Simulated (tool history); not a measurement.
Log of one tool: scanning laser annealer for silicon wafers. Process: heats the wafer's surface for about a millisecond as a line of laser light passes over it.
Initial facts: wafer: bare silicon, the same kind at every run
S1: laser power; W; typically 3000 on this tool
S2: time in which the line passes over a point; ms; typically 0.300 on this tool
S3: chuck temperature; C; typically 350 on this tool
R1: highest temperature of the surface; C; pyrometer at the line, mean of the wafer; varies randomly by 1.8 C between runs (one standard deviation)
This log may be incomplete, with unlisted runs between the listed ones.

{"run": 1, "day": 0.0, "S1": 3000, "S2": 0.3, "S3": 350, "R1": 1046}
{"run": 2, "day": 0.842, "S1": 3000, "S2": 0.3, "S3": 350, "R1": 1046}
{"run": 3, "day": 1.746, "S1": 3000, "S2": 0.3, "S3": 350, "R1": 1044}
{"run": 4, "day": 2.962, "S1": 3000, "S2": 0.34, "S3": 350, "R1": 1096}
{"run": 5, "day": 4.042, "S1": 3000, "S2": 0.34, "S3": 350, "R1": 1094}
{"run": 6, "day": 5.338, "S1": 3000, "S2": 0.34, "S3": 350, "R1": 1103}
{"run": 7, "day": 6.229, "S1": 3000, "S2": 0.34, "S3": 350, "R1": 1105}
{"run": 8, "day": 7.542, "S1": 3000, "S2": 0.34, "S3": 326, "R1": 1080}
{"run": 9, "day": 8.138, "S1": 3113, "S2": 0.34, "S3": 326, "R1": 1105}
{"run": 10, "day": 9.075, "S1": 3113, "S2": 0.34, "S3": 326, "R1": 1109}
{"run": 11, "day": 9.854, "S1": 3113, "S2": 0.34, "S3": 326, "R1": 1109}
{"run": 12, "day": 10.921, "S1": 3000, "S2": 0.3, "S3": 350, "R1": 1045}
{"run": 13, "day": 11.825, "S1": 3000, "S2": 0.3, "S3": 350, "R1": 1047}
{"run": 14, "day": 13.154, "S1": 3000, "S2": 0.3, "S3": 331, "R1": 1029}
{"run": 15, "day": 14.192, "S1": 3000, "S2": 0.3, "S3": 341, "R1": 1036}
{"run": 16, "day": 14.875, "S1": 3000, "S2": 0.3, "S3": 341, "R1": 1035}
{"run": 17, "day": 16.325, "S1": 3000, "S2": 0.3, "S3": 350, "R1": 1044}
{"run": 18, "day": 17.183, "S1": 3000, "S2": 0.3, "S3": 350, "R1": 1042}
{"run": 19, "day": 18.308, "S1": 3000, "S2": 0.3, "S3": 350, "R1": 1041}
{"run": 20, "day": 19.671, "S1": 3000, "S2": 0.249, "S3": 350, "R1": 969}
{"run": 21, "day": 20.288, "S1": 3000, "S2": 0.3, "S3": 350, "R1": 1042}
{"run": 22, "day": 21.696, "S1": 3000, "S2": 0.3, "S3": 350, "R1": 1040}
{"run": 23, "day": 22.854, "S1": 3223, "S2": 0.231, "S3": 326, "R1": 961}
{"run": 24, "day": 24.317, "S1": 3282, "S2": 0.261, "S3": 382, "R1": 1067}
{"run": 25, "day": 25.508, "S1": 2850, "S2": 0.309, "S3": 361, "R1": 1016}
{"run": 26, "day": 26.471, "S1": 2850, "S2": 0.309, "S3": 361, "R1": 1015}
{"run": 27, "day": 27.704, "S1": 2954, "S2": 0.318, "S3": 365, "R1": 1052}
{"run": 28, "day": 28.496, "S1": 3296, "S2": 0.376, "S3": 350, "R1": 1206}
{"run": 29, "day": 29.621, "S1": 2882, "S2": 0.3, "S3": 350, "R1": 1002}
{"run": 30, "day": 31.0, "S1": 3191, "S2": 0.3, "S3": 350, "R1": 1070}
{"run": 31, "day": 32.088, "S1": 3191, "S2": 0.3, "S3": 350, "R1": 1105}
{"run": 32, "day": 32.933, "S1": 2615, "S2": 0.3, "S3": 346, "R1": 963}
{"run": 33, "day": 33.838, "S1": 2615, "S2": 0.3, "S3": 346, "R1": 959}
{"run": 34, "day": 34.758, "S1": 3000, "S2": 0.332, "S3": 346, "R1": 1094}
{"run": 35, "day": 35.388, "S1": 3013, "S2": 0.233, "S3": 383, "R1": 992}
{"run": 36, "day": 36.579, "S1": 3013, "S2": 0.233, "S3": 383, "R1": 993}
{"run": 37, "day": 37.508, "S1": 2698, "S2": 0.295, "S3": 355, "R1": 980}
{"run": 38, "day": 38.292, "S1": 2698, "S2": 0.295, "S3": 355, "R1": 978}
{"run": 39, "day": 39.379, "S1": 3079, "S2": 0.295, "S3": 355, "R1": 1070}
{"run": 40, "day": 40.117, "S1": 2636, "S2": 0.295, "S3": 317, "R1": 927}
{"run": 41, "day": 41.054, "S1": 3000, "S2": 0.373, "S3": 350, "R1": 1151}

Put back what was entered between runs (3 entries, withheld): which listed runs does each sit between, and how does the hidden state differ from the listed run before to the listed run after?
Runs 5 to 6: optics aligned, line set to its width (day 4.717)
  light that passes the window, % of a clean one's: 98.13 -> 98.08; laser's true power over the reading, %: 0.45 -> 0.46; width of the line over the set one, %: 2.76 -> 0.14
  difference, measured minus the result without the unlogged condition, R1: -20 -> -12 C
Runs 23 to 24: window over the wafer cleaned (day 23.479)
  light that passes the window, % of a clean one's: 97.23 -> 95.83; width of the line over the set one, %: 1.05 -> 1.12
  difference, measured minus the result without the unlogged condition, R1: -18 -> -31 C
Runs 30 to 31: window over the wafer cleaned, once more (day 31.600)
  light that passes the window, % of a clean one's: 95.52 -> 99.67; laser's true power over the reading, %: 0.56 -> 0.57; width of the line over the set one, %: 1.47 -> 1.52
  difference, measured minus the result without the unlogged condition, R1: -35 -> -4 C
